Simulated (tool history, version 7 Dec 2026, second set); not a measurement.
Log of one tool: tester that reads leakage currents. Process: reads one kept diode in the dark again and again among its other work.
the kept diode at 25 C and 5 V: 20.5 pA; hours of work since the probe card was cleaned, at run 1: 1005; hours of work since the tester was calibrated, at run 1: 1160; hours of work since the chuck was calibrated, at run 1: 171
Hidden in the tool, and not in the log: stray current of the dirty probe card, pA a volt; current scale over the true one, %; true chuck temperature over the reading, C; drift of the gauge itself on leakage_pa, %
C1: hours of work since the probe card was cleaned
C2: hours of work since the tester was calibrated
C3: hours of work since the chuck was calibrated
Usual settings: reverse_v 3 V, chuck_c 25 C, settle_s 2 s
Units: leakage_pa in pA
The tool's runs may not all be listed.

{"run": 1, "hour": 0.0, "reverse_v": 3, "chuck_c": 25, "settle_s": 2, "C1": 1005, "C2": 1160, "C3": 171, "leakage_pa": 16.16}
{"run": 2, "hour": 72.4, "reverse_v": 3, "chuck_c": 25, "settle_s": 2, "C1": 1055, "C2": 1211, "C3": 222, "leakage_pa": 16.32}
{"run": 3, "hour": 106.4, "reverse_v": 3, "chuck_c": 25, "settle_s": 5.2, "C1": 1079, "C2": 1234, "C3": 246, "leakage_pa": 16.17}
{"run": 4, "hour": 170.0, "reverse_v": 3, "chuck_c": 25, "settle_s": 5.2, "C1": 1123, "C2": 1279, "C3": 290, "leakage_pa": 16.26}
{"run": 5, "hour": 212.7, "reverse_v": 3, "chuck_c": 25, "settle_s": 2, "C1": 1153, "C2": 1309, "C3": 320, "leakage_pa": 16.34}
{"run": 6, "hour": 244.1, "reverse_v": 3, "chuck_c": 25, "settle_s": 2, "C1": 1175, "C2": 1330, "C3": 341, "leakage_pa": 16.37}
{"run": 7, "hour": 288.3, "reverse_v": 3, "chuck_c": 25, "settle_s": 1.46, "C1": 1205, "C2": 1361, "C3": 372, "leakage_pa": 16.52}
{"run": 8, "hour": 344.1, "reverse_v": 3, "chuck_c": 25, "settle_s": 0.7, "C1": 1244, "C2": 1400, "C3": 411, "leakage_pa": 16.98}
{"run": 9, "hour": 395.1, "reverse_v": 3, "chuck_c": 25, "settle_s": 0.7, "C1": 1280, "C2": 1436, "C3": 447, "leakage_pa": 17.07}
{"run": 10, "hour": 467.4, "reverse_v": 1.71, "chuck_c": 25, "settle_s": 2, "C1": 1330, "C2": 1486, "C3": 497, "leakage_pa": 12.19}
{"run": 11, "hour": 545.2, "reverse_v": 3, "chuck_c": 40, "settle_s": 2, "C1": 1384, "C2": 1540, "C3": 551, "leakage_pa": 60.67}
{"run": 12, "hour": 593.0, "reverse_v": 3, "chuck_c": 40, "settle_s": 2, "C1": 1418, "C2": 1573, "C3": 585, "leakage_pa": 60.54}
{"run": 13, "hour": 668.0, "reverse_v": 3, "chuck_c": 40, "settle_s": 2, "C1": 1470, "C2": 1626, "C3": 637, "leakage_pa": 60.67}
{"run": 14, "hour": 707.0, "reverse_v": 3, "chuck_c": 40, "settle_s": 2, "C1": 1497, "C2": 1653, "C3": 664, "leakage_pa": 60.97}
{"run": 15, "hour": 761.8, "reverse_v": 3, "chuck_c": 25, "settle_s": 2, "C1": 1535, "C2": 1691, "C3": 702, "leakage_pa": 16.89}
{"run": 16, "hour": 811.7, "reverse_v": 3, "chuck_c": 25, "settle_s": 2, "C1": 1570, "C2": 1726, "C3": 737, "leakage_pa": 16.69}
{"run": 17, "hour": 855.7, "reverse_v": 3, "chuck_c": 25, "settle_s": 2, "C1": 1601, "C2": 1756, "C3": 768, "leakage_pa": 16.84}
{"run": 18, "hour": 888.0, "reverse_v": 3, "chuck_c": 25, "settle_s": 2, "C1": 1623, "C2": 1779, "C3": 790, "leakage_pa": 16.87}
{"run": 19, "hour": 927.4, "reverse_v": 5.31, "chuck_c": 25, "settle_s": 2, "C1": 1651, "C2": 1806, "C3": 817, "leakage_pa": 23.14}
{"run": 20, "hour": 970.4, "reverse_v": 5.31, "chuck_c": 26, "settle_s": 2, "C1": 1681, "C2": 1836, "C3": 847, "leakage_pa": 25.34}
{"run": 21, "hour": 1046.0, "reverse_v": 2.96, "chuck_c": 25, "settle_s": 0.33, "C1": 1733, "C2": 1889, "C3": 900, "leakage_pa": 18.05}
{"run": 22, "hour": 1121.1, "reverse_v": 2.96, "chuck_c": 29, "settle_s": 5.11, "C1": 1786, "C2": 1941, "C3": 952, "leakage_pa": 23.74}
{"run": 23, "hour": 1165.9, "reverse_v": 2.96, "chuck_c": 29, "settle_s": 5.11, "C1": 1817, "C2": 1973, "C3": 984, "leakage_pa": 23.64}
{"run": 24, "hour": 1226.7, "reverse_v": 2.96, "chuck_c": 29, "settle_s": 5.11, "C1": 1859, "C2": 2015, "C3": 1026, "leakage_pa": 23.82}
{"run": 25, "hour": 1286.5, "reverse_v": 2.96, "chuck_c": 29, "settle_s": 5.11, "C1": 1901, "C2": 2057, "C3": 1068, "leakage_pa": 23.73}
{"run": 26, "hour": 1339.6, "reverse_v": 17.2, "chuck_c": 24, "settle_s": 0.66, "C1": 1938, "C2": 2094, "C3": 1105, "leakage_pa": 46.16}
{"run": 27, "hour": 1371.5, "reverse_v": 1.75, "chuck_c": 38, "settle_s": 5.75, "C1": 1960, "C2": 2116, "C3": 1127, "leakage_pa": 38.85}
{"run": 28, "hour": 1402.8, "reverse_v": 2.07, "chuck_c": 55, "settle_s": 0.62, "C1": 1982, "C2": 2138, "C3": 1149, "leakage_pa": 166.78}
{"run": 29, "hour": 1459.0, "reverse_v": 2.07, "chuck_c": 55, "settle_s": 0.62, "C1": 2021, "C2": 2177, "C3": 1188, "leakage_pa": 167.8}
{"run": 30, "hour": 1524.7, "reverse_v": 2.07, "chuck_c": 55, "settle_s": 0.62, "C1": 2067, "C2": 2223, "C3": 1234, "leakage_pa": 167.07}
{"run": 31, "hour": 1600.2, "reverse_v": 15.93, "chuck_c": 27, "settle_s": 0.4, "C1": 2119, "C2": 2275, "C3": 1286, "leakage_pa": 58.44}
{"run": 32, "hour": 1667.6, "reverse_v": 15.93, "chuck_c": 27, "settle_s": 0.4, "C1": 2166, "C2": 2322, "C3": 1333, "leakage_pa": 58.64}
{"run": 33, "hour": 1723.8, "reverse_v": 15.93, "chuck_c": 27, "settle_s": 0.4, "C1": 2205, "C2": 2361, "C3": 1372, "leakage_pa": 59.24}
{"run": 34, "hour": 1795.3, "reverse_v": 15.93, "chuck_c": 27, "settle_s": 0.4, "C1": 2255, "C2": 2411, "C3": 1422, "leakage_pa": 59.03}
{"run": 35, "hour": 1854.7, "reverse_v": 3, "chuck_c": 45, "settle_s": 1.89, "C1": 2297, "C2": 2452, "C3": 1464, "leakage_pa": 93.4}
{"run": 36, "hour": 1930.2, "reverse_v": 1.35, "chuck_c": 28, "settle_s": 3.97, "C1": 2349, "C2": 2505, "C3": 1516, "leakage_pa": 14.34}
{"run": 37, "hour": 1977.2, "reverse_v": 4.69, "chuck_c": 28, "settle_s": 3.97, "C1": 2382, "C2": 2538, "C3": 1549, "leakage_pa": 29.01}
{"run": 38, "hour": 2053.7, "reverse_v": 1.35, "chuck_c": 28, "settle_s": 3.97, "C1": 2435, "C2": 2591, "C3": 1602, "leakage_pa": 14.51}
{"run": 39, "hour": 2092.4, "reverse_v": 4.5, "chuck_c": 25, "settle_s": 1.37, "C1": 2462, "C2": 2618, "C3": 1629, "leakage_pa": 22.33}
{"run": 40, "hour": 2150.2, "reverse_v": 12.94, "chuck_c": 23, "settle_s": 0.53, "C1": 2502, "C2": 2658, "C3": 1669, "leakage_pa": 38.12}

Forecast each of these 4 alternatives for the next run:
{"run": "A", "hour": 2209.6, "reverse_v": 1.74, "chuck_c": 25, "settle_s": 0.9, "C1": 2544, "C2": 2700, "C3": 1711, "leakage_pa": "?"}
{"run": "B", "hour": 2209.6, "reverse_v": 1.62, "chuck_c": 23, "settle_s": 1.28, "C1": 2544, "C2": 2700, "C3": 1711, "leakage_pa": "?"}
{"run": "C", "hour": 2209.6, "reverse_v": 17.96, "chuck_c": 25, "settle_s": 2, "C1": 2544, "C2": 2700, "C3": 1711, "leakage_pa": "?"}
{"run": "D", "hour": 2209.6, "reverse_v": 3, "chuck_c": 23, "settle_s": 2, "C1": 2544, "C2": 2700, "C3": 1711, "leakage_pa": "?"}

run=A leakage_pa=13.22
run=B leakage_pa=10.47
run=C leakage_pa=50.43
run=D leakage_pa=14.91
Without the tool's hidden state the same runs would have given:
run=A leakage_pa=12.15
run=B leakage_pa=9.53
run=C leakage_pa=42.05
run=D leakage_pa=13.3

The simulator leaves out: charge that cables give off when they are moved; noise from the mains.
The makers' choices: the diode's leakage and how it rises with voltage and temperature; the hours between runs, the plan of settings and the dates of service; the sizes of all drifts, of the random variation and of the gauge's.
